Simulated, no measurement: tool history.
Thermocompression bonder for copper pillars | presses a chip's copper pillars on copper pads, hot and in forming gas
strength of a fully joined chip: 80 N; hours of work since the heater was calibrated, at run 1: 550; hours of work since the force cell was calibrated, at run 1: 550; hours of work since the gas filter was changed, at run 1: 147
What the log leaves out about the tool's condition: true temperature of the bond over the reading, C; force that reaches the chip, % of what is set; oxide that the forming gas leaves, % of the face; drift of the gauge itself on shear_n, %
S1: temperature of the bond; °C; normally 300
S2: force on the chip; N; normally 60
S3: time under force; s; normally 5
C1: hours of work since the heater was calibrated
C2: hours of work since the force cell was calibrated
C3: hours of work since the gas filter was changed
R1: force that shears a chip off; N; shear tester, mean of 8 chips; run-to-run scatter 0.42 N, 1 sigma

run,day,S1,S2,S3,C1,C2,C3,R1
1,0,300,60,5,550,550,147,60.3
2,2.417,300,60,5,579,579,177,60.5
3,3.954,300,60,5,598,598,195,59.5
4,6.517,300,37,5,629,629,226,50
5,8.817,300,37,5,657,657,254,50.3
# day 10.162: forming gas filter changed
6,10.25,300,60,5,674,674,1,61.8
7,11.888,300,60,5,694,694,21,60.9
8,13.754,300,60,5,716,716,44,61
9,14.883,300,54,5,730,730,57,58.8
# day 15.642: heater calibrated with a thermocouple chip
# day 17.438: force cell calibrated
10,17.438,280,54,5,21,0,86,47.1
11,18.975,300,60,5,40,19,105,58.6
12,20.929,300,60,5,63,42,129,58.9
13,23.375,306,60,5,93,72,158,61.5
14,25.404,300,39,3,118,97,183,43.1
15,27.604,300,39,3,144,123,210,42.6
16,29.562,300,39,3,168,147,233,42.5
17,30.783,300,39,3,183,162,248,42.3
# day 32.646: forming gas filter changed
18,32.867,279,60,5,208,187,3,49.8
19,34.633,285,60,5,229,208,24,52.6
20,36.779,281,70,5,255,234,50,54.4
21,38.433,329,60,5,275,254,70,71
22,39.825,328,77,5,292,271,87,72.9
23,42.121,326,58,6,320,299,115,71
24,44.467,317,56,6,348,327,143,66.9
25,46.979,282,79,3,379,358,174,49.2

3 ways to go on from here, each from the tool as it stands after run 25. What would each give?
A,48.788,282,79,6,401,380,196,?
B,48.788,282,59,10,401,380,196,?
C,48.788,294,60,14,401,380,196,?

run,R1
A,58.9
B,60.4
C,69
With no hidden state in the tool, these same runs would have given:
run,R1
A,59.2
B,60.7
C,70

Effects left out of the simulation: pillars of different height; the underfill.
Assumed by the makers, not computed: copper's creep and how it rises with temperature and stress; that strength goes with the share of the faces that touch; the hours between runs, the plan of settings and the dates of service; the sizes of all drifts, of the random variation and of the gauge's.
